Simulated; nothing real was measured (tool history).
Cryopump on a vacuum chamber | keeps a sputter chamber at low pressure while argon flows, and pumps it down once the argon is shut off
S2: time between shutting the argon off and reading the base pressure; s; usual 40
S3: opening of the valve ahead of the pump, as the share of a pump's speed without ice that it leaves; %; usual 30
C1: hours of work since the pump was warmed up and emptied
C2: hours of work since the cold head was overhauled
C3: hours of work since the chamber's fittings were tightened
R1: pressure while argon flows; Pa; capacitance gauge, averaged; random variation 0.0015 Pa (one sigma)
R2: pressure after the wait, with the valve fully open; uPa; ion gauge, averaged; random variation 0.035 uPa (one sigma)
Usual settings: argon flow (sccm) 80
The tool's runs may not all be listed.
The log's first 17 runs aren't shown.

run 18 day=11.929 | argon_flow_(sccm)=42 S2=73 S3=30 | C1=335 C2=335 C3=2024 | R1=0.1902 R2=2.57
run 19 day=12.642 | argon_flow_(sccm)=42 S2=73 S3=30 | C1=342 C2=342 C3=2031 | R1=0.1903 R2=2.51
run 20 day=13.604 | argon_flow_(sccm)=42 S2=73 S3=30 | C1=352 C2=352 C3=2041 | R1=0.1909 R2=2.53
run 21 day=14.3 | argon_flow_(sccm)=128 S2=40 S3=30 | C1=359 C2=359 C3=2048 | R1=0.5816 R2=3.3
run 22 day=15.017 | argon_flow_(sccm)=56 S2=31 S3=29 | C1=366 C2=366 C3=2055 | R1=0.2617 R2=3.71
run 23 day=15.85 | argon_flow_(sccm)=56 S2=31 S3=29 | C1=374 C2=374 C3=2063 | R1=0.2652 R2=3.8
run 24 day=16.429 | argon_flow_(sccm)=56 S2=31 S3=29 | C1=380 C2=380 C3=2069 | R1=0.2638 R2=3.85
run 25 day=16.912 | argon_flow_(sccm)=56 S2=31 S3=29 | C1=385 C2=385 C3=2074 | R1=0.2647 R2=3.91
run 26 day=17.875 | argon_flow_(sccm)=80 S2=40 S3=17 | C1=394 C2=394 C3=2083 | R1=0.6393 R2=3.42
run 27 day=18.367 | argon_flow_(sccm)=80 S2=40 S3=17 | C1=399 C2=399 C3=2088 | R1=0.6362 R2=3.32
run 28 day=19.446 | argon_flow_(sccm)=80 S2=40 S3=17 | C1=410 C2=410 C3=2099 | R1=0.6386 R2=3.25
run 29 day=20.308 | argon_flow_(sccm)=80 S2=40 S3=17 | C1=419 C2=419 C3=2107 | R1=0.6347 R2=3.33
run 30 day=21.329 | argon_flow_(sccm)=80 S2=157 S3=49 | C1=429 C2=429 C3=2117 | R1=0.2295 R2=2.09
run 31 day=21.842 | argon_flow_(sccm)=80 S2=157 S3=49 | C1=434 C2=434 C3=2123 | R1=0.227 R2=2.08
run 32 day=22.946 | argon_flow_(sccm)=80 S2=83 S3=32 | C1=445 C2=445 C3=2134 | R1=0.3419 R2=2.51
run 33 day=23.992 | argon_flow_(sccm)=39 S2=27 S3=30 | C1=455 C2=455 C3=2144 | R1=0.1788 R2=4.09
run 34 day=24.638 | argon_flow_(sccm)=39 S2=27 S3=30 | C1=462 C2=462 C3=2150 | R1=0.1783 R2=4.16

Forecast each of these 3 alternatives for the next run:
run A day=25.692 | argon_flow_(sccm)=146 S2=27 S3=30 | C1=472 C2=472 C3=2161 | R1=? R2=?
run B day=25.692 | argon_flow_(sccm)=39 S2=274 S3=51 | C1=472 C2=472 C3=2161 | R1=? R2=?
run C day=25.692 | argon_flow_(sccm)=88 S2=89 S3=47 | C1=472 C2=472 C3=2161 | R1=? R2=?

run=A R1=0.6712 R2=4.24
run=B R1=0.1078 R2=1.99
run=C R1=0.2611 R2=2.51
Without the tool's hidden state the same runs would have given:
run=A R1=0.6517 R2=2.77
run=B R1=0.1026 R2=0.49
run=C R1=0.2494 R2=1.03
